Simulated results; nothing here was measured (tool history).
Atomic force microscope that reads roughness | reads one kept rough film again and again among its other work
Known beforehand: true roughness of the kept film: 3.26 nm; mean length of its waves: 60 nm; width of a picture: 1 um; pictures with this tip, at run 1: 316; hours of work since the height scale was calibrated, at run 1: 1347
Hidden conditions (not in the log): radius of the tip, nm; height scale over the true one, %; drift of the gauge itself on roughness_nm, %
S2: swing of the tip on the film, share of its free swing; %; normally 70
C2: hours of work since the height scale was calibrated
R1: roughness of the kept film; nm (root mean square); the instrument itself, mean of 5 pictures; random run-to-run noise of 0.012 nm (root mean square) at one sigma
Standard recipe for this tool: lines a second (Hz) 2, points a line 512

{"run": 1, "hour": 0.0, "lines a second (Hz)": 2, "S2": 70, "points a line": 512, "pictures with this tip": 316, "C2": 1347, "R1": 2.748}
{"run": 2, "hour": 50.2, "lines a second (Hz)": 2, "S2": 70, "points a line": 512, "pictures with this tip": 380, "C2": 1385, "R1": 2.729}
{"hour": 65.3, "done": "new tip fitted"}
{"run": 3, "hour": 77.6, "lines a second (Hz)": 2, "S2": 70, "points a line": 512, "pictures with this tip": 16, "C2": 1406, "R1": 2.879}
{"run": 4, "hour": 120.4, "lines a second (Hz)": 2, "S2": 55, "points a line": 512, "pictures with this tip": 70, "C2": 1439, "R1": 3.077}
{"run": 5, "hour": 155.8, "lines a second (Hz)": 2, "S2": 55, "points a line": 652, "pictures with this tip": 115, "C2": 1466, "R1": 3.073}
{"run": 6, "hour": 203.5, "lines a second (Hz)": 2, "S2": 55, "points a line": 652, "pictures with this tip": 175, "C2": 1502, "R1": 3.013}
{"run": 7, "hour": 245.6, "lines a second (Hz)": 2, "S2": 59, "points a line": 652, "pictures with this tip": 229, "C2": 1534, "R1": 2.959}
{"run": 8, "hour": 280.2, "lines a second (Hz)": 2, "S2": 59, "points a line": 652, "pictures with this tip": 273, "C2": 1561, "R1": 2.938}
{"run": 9, "hour": 323.5, "lines a second (Hz)": 2, "S2": 59, "points a line": 652, "pictures with this tip": 327, "C2": 1594, "R1": 2.922}
{"run": 10, "hour": 350.3, "lines a second (Hz)": 2, "S2": 70, "points a line": 512, "pictures with this tip": 361, "C2": 1614, "R1": 2.761}
{"run": 11, "hour": 370.8, "lines a second (Hz)": 2, "S2": 70, "points a line": 512, "pictures with this tip": 387, "C2": 1630, "R1": 2.739}
{"hour": 380.7, "done": "new tip fitted"}
{"run": 12, "hour": 406.0, "lines a second (Hz)": 2, "S2": 70, "points a line": 512, "pictures with this tip": 32, "C2": 1657, "R1": 2.885}
{"run": 13, "hour": 449.6, "lines a second (Hz)": 2, "S2": 70, "points a line": 512, "pictures with this tip": 87, "C2": 1690, "R1": 2.857}
{"run": 14, "hour": 477.4, "lines a second (Hz)": 2, "S2": 70, "points a line": 512, "pictures with this tip": 123, "C2": 1711, "R1": 2.859}
{"run": 15, "hour": 515.5, "lines a second (Hz)": 2, "S2": 70, "points a line": 512, "pictures with this tip": 171, "C2": 1740, "R1": 2.836}
{"hour": 518.9, "done": "height scale calibrated on a step standard"}
{"run": 16, "hour": 539.6, "lines a second (Hz)": 2, "S2": 85, "points a line": 512, "pictures with this tip": 200, "C2": 16, "R1": 2.552}
{"run": 17, "hour": 582.3, "lines a second (Hz)": 2, "S2": 85, "points a line": 512, "pictures with this tip": 254, "C2": 48, "R1": 2.506}
{"run": 18, "hour": 615.8, "lines a second (Hz)": 2, "S2": 85, "points a line": 512, "pictures with this tip": 297, "C2": 74, "R1": 2.49}
{"hour": 647.3, "done": "height scale calibrated on a step standard, once more"}
{"run": 19, "hour": 666.0, "lines a second (Hz)": 0.76, "S2": 70, "points a line": 512, "pictures with this tip": 359, "C2": 14, "R1": 2.938}
{"hour": 697.4, "done": "new tip fitted"}
{"run": 20, "hour": 697.4, "lines a second (Hz)": 2.14, "S2": 86, "points a line": 512, "pictures with this tip": 0, "C2": 38, "R1": 2.476}
{"run": 21, "hour": 721.7, "lines a second (Hz)": 1.39, "S2": 58, "points a line": 512, "pictures with this tip": 31, "C2": 56, "R1": 3.068}
{"run": 22, "hour": 766.7, "lines a second (Hz)": 2, "S2": 60, "points a line": 512, "pictures with this tip": 88, "C2": 91, "R1": 2.984}
{"run": 23, "hour": 792.7, "lines a second (Hz)": 2.17, "S2": 76, "points a line": 904, "pictures with this tip": 121, "C2": 111, "R1": 2.666}
{"run": 24, "hour": 829.4, "lines a second (Hz)": 2.17, "S2": 76, "points a line": 904, "pictures with this tip": 167, "C2": 139, "R1": 2.677}
{"run": 25, "hour": 859.7, "lines a second (Hz)": 1.88, "S2": 56, "points a line": 280, "pictures with this tip": 205, "C2": 162, "R1": 2.974}
{"run": 26, "hour": 908.2, "lines a second (Hz)": 1.88, "S2": 67, "points a line": 280, "pictures with this tip": 267, "C2": 199, "R1": 2.821}
{"run": 27, "hour": 933.7, "lines a second (Hz)": 2, "S2": 63, "points a line": 512, "pictures with this tip": 299, "C2": 219, "R1": 2.849}
{"run": 28, "hour": 968.4, "lines a second (Hz)": 2, "S2": 63, "points a line": 512, "pictures with this tip": 343, "C2": 245, "R1": 2.836}
{"hour": 1012.8, "done": "new tip fitted"}
{"run": 29, "hour": 1013.9, "lines a second (Hz)": 3.27, "S2": 83, "points a line": 325, "pictures with this tip": 1, "C2": 279, "R1": 2.317}
{"run": 30, "hour": 1048.1, "lines a second (Hz)": 1.29, "S2": 61, "points a line": 499, "pictures with this tip": 44, "C2": 306, "R1": 3.041}
{"run": 31, "hour": 1095.6, "lines a second (Hz)": 1.29, "S2": 84, "points a line": 501, "pictures with this tip": 105, "C2": 342, "R1": 2.719}
{"run": 32, "hour": 1116.7, "lines a second (Hz)": 1.29, "S2": 84, "points a line": 501, "pictures with this tip": 131, "C2": 358, "R1": 2.698}
{"run": 33, "hour": 1158.0, "lines a second (Hz)": 2, "S2": 61, "points a line": 512, "pictures with this tip": 184, "C2": 390, "R1": 2.942}
{"run": 34, "hour": 1186.9, "lines a second (Hz)": 2, "S2": 72, "points a line": 424, "pictures with this tip": 220, "C2": 412, "R1": 2.734}
{"run": 35, "hour": 1224.9, "lines a second (Hz)": 2.84, "S2": 75, "points a line": 998, "pictures with this tip": 268, "C2": 441, "R1": 2.535}
{"run": 36, "hour": 1256.5, "lines a second (Hz)": 2.84, "S2": 75, "points a line": 998, "pictures with this tip": 308, "C2": 465, "R1": 2.493}
{"run": 37, "hour": 1290.4, "lines a second (Hz)": 2.14, "S2": 70, "points a line": 863, "pictures with this tip": 351, "C2": 491, "R1": 2.714}

4 options for the next run, each taken on its own from the tool as it stands now. Forecast them:
{"run": "A", "hour": 1318.9, "lines a second (Hz)": 0.98, "S2": 70, "points a line": 512, "pictures with this tip": 387, "C2": 513, "R1": "?"}
{"run": "B", "hour": 1318.9, "lines a second (Hz)": 2, "S2": 68, "points a line": 850, "pictures with this tip": 387, "C2": 513, "R1": "?"}
{"run": "C", "hour": 1318.9, "lines a second (Hz)": 1.41, "S2": 60, "points a line": 863, "pictures with this tip": 387, "C2": 513, "R1": "?"}
{"run": "D", "hour": 1318.9, "lines a second (Hz)": 1.67, "S2": 55, "points a line": 750, "pictures with this tip": 387, "C2": 513, "R1": "?"}

run=A R1=2.891
run=B R1=2.77
run=C R1=2.921
run=D R1=2.939
Take away the tool's hidden state, keep each run's random variation, and the runs would have read:
run=A R1=3.037
run=B R1=2.909
run=C R1=3.068
run=D R1=3.087

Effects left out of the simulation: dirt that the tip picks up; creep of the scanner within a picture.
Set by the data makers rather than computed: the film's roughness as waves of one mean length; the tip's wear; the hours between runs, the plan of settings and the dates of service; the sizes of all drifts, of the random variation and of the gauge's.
